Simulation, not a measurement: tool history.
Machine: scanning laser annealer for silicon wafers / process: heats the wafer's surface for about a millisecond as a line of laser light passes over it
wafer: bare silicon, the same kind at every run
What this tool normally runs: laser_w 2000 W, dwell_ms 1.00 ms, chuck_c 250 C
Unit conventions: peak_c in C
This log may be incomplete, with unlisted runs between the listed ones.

run	hour	laser_w	dwell_ms	chuck_c	peak_c
1	0.0	2000	1.00	250	1035
2	34.8	1876	1.00	250	968
3	83.4	1876	1.00	250	973
4	160.8	1876	1.00	250	968
5	198.6	2060	1.00	250	1063
6	235.8	1955	1.00	250	1008
7	282.7	1955	1.00	250	1009
8	327.2	1955	1.00	250	1006
9	364.9	1955	1.00	250	1006
10	423.6	1955	1.00	250	1006
11	484.9	2000	1.00	250	1027
12	542.6	2000	1.00	250	1025
13	591.6	2029	1.00	250	1041
14	665.0	2029	1.00	250	1037
15	730.3	2000	1.00	250	1023
16	792.6	2000	1.00	250	1024
17	854.3	2000	1.00	250	1023
18	906.0	2000	1.00	250	1020
19	987.4	2000	1.00	250	1021
20	1060.1	2000	1.00	250	1016

Run 21 has not been measured yet. What should we expect?
# hour 1084.6: window over the wafer cleaned
21	1119.1	1962	0.96	250	?

peak_c: 1001 C
With no hidden state in the tool, this same run would have given peak_c 1006 C.
